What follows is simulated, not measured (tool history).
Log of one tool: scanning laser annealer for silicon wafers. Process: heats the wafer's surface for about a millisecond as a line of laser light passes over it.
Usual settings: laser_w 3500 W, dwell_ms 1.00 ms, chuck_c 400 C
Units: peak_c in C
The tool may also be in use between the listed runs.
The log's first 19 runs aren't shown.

run,hour,laser_w,dwell_ms,chuck_c,peak_c
20,171.2,3741,1.00,400,1163
21,176.6,3500,0.78,400,1019
22,185.5,3500,0.78,403,1025
23,193.2,3434,0.78,388,997
24,201.4,3098,1.00,400,1038
25,207.8,3400,0.86,421,1060
26,216.7,3048,1.00,400,1034
27,229.2,3766,1.00,400,1167
28,235.0,3766,1.00,400,1170
29,243.1,3728,1.00,400,1159
30,252.8,3359,0.92,400,1058

Forecast run 31:
31,261.3,3359,0.92,435,?

peak_c: 1091 C
Without the tool's hidden state the same run would have given peak_c 1091 C.
